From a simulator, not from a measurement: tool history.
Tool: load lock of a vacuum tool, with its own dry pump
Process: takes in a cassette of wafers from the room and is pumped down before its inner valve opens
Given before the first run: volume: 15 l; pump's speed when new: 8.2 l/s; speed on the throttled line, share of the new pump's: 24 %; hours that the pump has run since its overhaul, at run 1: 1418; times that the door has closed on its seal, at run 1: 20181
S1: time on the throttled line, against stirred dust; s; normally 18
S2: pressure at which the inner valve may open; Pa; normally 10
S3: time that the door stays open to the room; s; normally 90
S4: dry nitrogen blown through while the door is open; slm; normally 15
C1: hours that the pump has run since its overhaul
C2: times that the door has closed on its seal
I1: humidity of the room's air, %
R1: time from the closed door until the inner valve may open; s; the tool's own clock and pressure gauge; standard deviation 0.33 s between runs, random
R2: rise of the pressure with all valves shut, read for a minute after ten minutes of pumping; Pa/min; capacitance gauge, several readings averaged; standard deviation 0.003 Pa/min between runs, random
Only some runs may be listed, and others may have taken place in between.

Run 1, hour 0: usual settings; C1 1418; C2 20181; I1 45.5. Result: R1 31 s, R2 0.311 Pa/min.
Run 2, hour 656.3: usual settings; C1 2074; C2 23285; I1 49.3. Result: R1 31.4 s, R2 0.371 Pa/min.
Run 3, hour 1269.3: usual settings; C1 2687; C2 26185; I1 45.3. Result: R1 30.7 s, R2 0.436 Pa/min.
Run 4, hour 1812.6: usual settings; C1 3230; C2 28754; I1 43.4. Result: R1 31.5 s, R2 0.481 Pa/min.
Run 5, hour 2329.2: usual settings; C1 3747; C2 31197; I1 47.3. Result: R1 31 s, R2 0.558 Pa/min.
Run 6, hour 2770.7: usual settings; C1 4189; C2 33285; I1 44.8. Result: R1 31.2 s, R2 0.629 Pa/min.
At hour 3047.9: door's seal changed, seat wiped.
Run 7, hour 3348.3: usual settings; C1 4765; C2 1421; I1 44.7. Result: R1 30.4 s, R2 0.052 Pa/min.
Run 8, hour 3902.9: usual settings; C1 5319; C2 4043; I1 43.7. Result: R1 30.6 s, R2 0.065 Pa/min.
Run 9, hour 4594.2: usual settings; C1 6011; C2 7313; I1 46.3. Result: R1 31.9 s, R2 0.102 Pa/min.
Run 10, hour 5211.9: usual settings but S4 44 slm; C1 6628; C2 10234; I1 44.9. Result: R1 30.5 s, R2 0.127 Pa/min.
Run 11, hour 5689: usual settings; C1 7105; C2 12490; I1 44.6. Result: R1 32.2 s, R2 0.175 Pa/min.
Run 12, hour 6051.6: usual settings but S3 34 s; C1 7468; C2 14205; I1 47.4. Result: R1 31.6 s, R2 0.179 Pa/min.
Run 13, hour 6660.8: usual settings but S4 13 slm; C1 8077; C2 17086; I1 46.4. Result: R1 31.5 s, R2 0.26 Pa/min.
Run 14, hour 7015.6: usual settings but S4 13 slm; C1 8432; C2 18764; I1 41.1. Result: R1 31.1 s, R2 0.286 Pa/min.
Run 15, hour 7351.5: usual settings but S1 10 s; C1 8768; C2 20353; I1 48.1. Result: R1 25.7 s, R2 0.328 Pa/min.
Run 16, hour 7822.7: usual settings; C1 9239; C2 22581; I1 45.9. Result: R1 31.1 s, R2 0.365 Pa/min.
Run 17, hour 8417.1: usual settings but S3 180 s; C1 9833; C2 25392; I1 44. Result: R1 32 s, R2 0.447 Pa/min.
Run 18, hour 9066: usual settings but S3 180 s, S4 13 slm; C1 10482; C2 28461; I1 42.1. Result: R1 31.5 s, R2 0.527 Pa/min.
Run 19, hour 9674.5: usual settings but S3 180 s, S4 13 slm; C1 11091; C2 31339; I1 45.8. Result: R1 31.8 s, R2 0.627 Pa/min.
Run 20, hour 10141.4: usual settings but S2 8 Pa, S3 85 s, S4 13 slm; C1 11558; C2 33547; I1 45.8. Result: R1 31.8 s, R2 0.676 Pa/min.
At hour 10338.5: door's seal changed, seat wiped.
Run 21, hour 10612.6: usual settings but S2 8 Pa, S3 85 s, S4 13 slm; C1 12027; C2 1297; I1 47.1. Result: R1 32.4 s, R2 0.054 Pa/min.
Run 22, hour 11122.8: usual settings but S2 8 Pa, S3 85 s, S4 13 slm; C1 12538; C2 3710; I1 43.7. Result: R1 32 s, R2 0.074 Pa/min.
Run 23, hour 11429.9: usual settings but S1 32 s, S2 8 Pa, S3 85 s, S4 7 slm; C1 12845; C2 5162; I1 44.6. Result: R1 42.6 s, R2 0.091 Pa/min.
Run 24, hour 11742.1: usual settings but S1 32 s, S2 8 Pa, S3 85 s, S4 7 slm; C1 13157; C2 6638; I1 43.3. Result: R1 42.4 s, R2 0.114 Pa/min.
Run 25, hour 12161.1: usual settings but S1 29 s, S2 8 Pa, S3 85 s, S4 39 slm; C1 13576; C2 8620; I1 43.5. Result: R1 40.2 s, R2 0.11 Pa/min.
Run 26, hour 12498.8: usual settings but S1 14 s, S2 9 Pa, S3 85 s, S4 17 slm; C1 13914; C2 10217; I1 45.9. Result: R1 29.6 s, R2 0.144 Pa/min.
Run 27, hour 13151.9: usual settings but S1 14 s, S2 9 Pa, S3 85 s, S4 17 slm; C1 14567; C2 13306; I1 43.9. Result: R1 29.5 s, R2 0.188 Pa/min.
Run 28, hour 13544.7: usual settings but S1 29 s; C1 14960; C2 15163; I1 44.7. Result: R1 39.6 s, R2 0.218 Pa/min.
Run 29, hour 14037.8: usual settings but S2 14 Pa, S3 81 s; C1 15453; C2 17496; I1 45.1. Result: R1 31.2 s, R2 0.258 Pa/min.
Run 30, hour 14353.1: usual settings but S1 25 s, S3 55 s; C1 15768; C2 18987; I1 43.3. Result: R1 37.3 s, R2 0.28 Pa/min.
Run 31, hour 14770.2: usual settings but S1 29 s, S3 132 s; C1 16185; C2 20959; I1 43.8. Result: R1 39.9 s, R2 0.331 Pa/min.
Run 32, hour 15334.5: usual settings but S1 26 s, S4 10 slm; C1 16749; C2 23628; I1 48.9. Result: R1 38.4 s, R2 0.398 Pa/min.
Run 33, hour 15753.1: usual settings but S1 26 s, S4 10 slm; C1 17168; C2 25608; I1 43.4. Result: R1 38.7 s, R2 0.439 Pa/min.
Run 34, hour 16246.1: usual settings but S3 47 s; C1 17661; C2 27939; I1 44.9. Result: R1 32.2 s, R2 0.47 Pa/min.
Run 35, hour 16695.4: usual settings but S3 91 s, S4 6 slm; C1 18110; C2 30064; I1 44.2. Result: R1 32.5 s, R2 0.557 Pa/min.
Run 36, hour 17104.1: usual settings but S3 91 s, S4 6 slm; C1 18519; C2 31997; I1 44.5. Result: R1 32.6 s, R2 0.61 Pa/min.
Run 37, hour 17511: usual settings but S2 14 Pa, S3 81 s; C1 18926; C2 33921; I1 45.3. Result: R1 31.6 s, R2 0.656 Pa/min.

Measured less the same run without the tool's hidden state. The same run-to-run variation is in both; the gauge's scatter may not be:
Hidden state present: pump's speed, % of a new pump's; leak at the door's seal, Pa l/s; drift of the gauge itself on ready_s, %; drift of the gauge itself on rise_pa_min, %.
run    R1      R2
  1  +0.1  +0.278
  2  +0.2  +0.327
  3  +0.3  +0.394
  4  +0.3  +0.445
  5  +0.3  +0.511
  6  +0.5   +0.59
  7  +0.5  +0.009
  8  +0.5   +0.03
  9  +0.6  +0.064
 10  +0.7  +0.101
 11  +0.7  +0.133
 12  +0.8  +0.156
 13  +0.8  +0.209
 14  +0.8  +0.242
 15  +0.9  +0.286
 16  +0.8  +0.324
 17  +0.9  +0.392
 18  +1.1  +0.463
 19  +1.1  +0.559
 20  +1.1  +0.635
 21  +1.2  +0.007
 22  +1.3  +0.027
 23    +1   +0.04
 24    +1  +0.059
 25  +1.1  +0.083
 26  +1.5  +0.105
 27  +1.6  +0.153
 28  +1.2  +0.181
 29  +1.5  +0.219
 30  +1.3  +0.249
 31  +1.3  +0.288
 32  +1.5  +0.343
 33  +1.6  +0.389
 34  +1.7  +0.439
 35  +1.8  +0.499
 36    +2  +0.552
 37  +1.8  +0.615
